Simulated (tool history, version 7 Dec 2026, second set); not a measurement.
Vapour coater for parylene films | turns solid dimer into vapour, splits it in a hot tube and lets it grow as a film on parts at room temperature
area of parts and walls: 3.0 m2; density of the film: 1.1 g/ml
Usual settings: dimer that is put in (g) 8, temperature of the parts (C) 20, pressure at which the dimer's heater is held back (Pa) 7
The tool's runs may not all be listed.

run	hour	dimer that is put in (g)	temperature of the parts (C)	pressure at which the dimer's heater is held back (Pa)	thickness of the film (nm)
1	0	8	20	7	1023
2	13.7	8	20	7	1018
3	27.2	4	20	7	509
4	40.9	4	20	7	506
5	53.4	8	20	7	1014
6	63.4	8	18	7	1099
7	77.6	9	18	7	1249
8	91.2	12	18	5.56	1752
9	100.7	12	15	6.45	1973
10	107.2	9	22	5.58	1086
11	119.5	8	28	5.67	713

Forecast each of these 5 alternatives for the next run:
A	132.1	9	30	10.96	?
B	132.1	8	14	5.67	?
C	132.1	10	17	5.67	?
D	132.1	4	14	3.69	?
E	132.1	11	20	7	?

run	thickness of the film (nm)
A	633
B	1406
C	1521
D	781
E	1391
Without the tool's hidden state the same runs would have given:
run	thickness of the film (nm)
A	638
B	1419
C	1534
D	788
E	1404
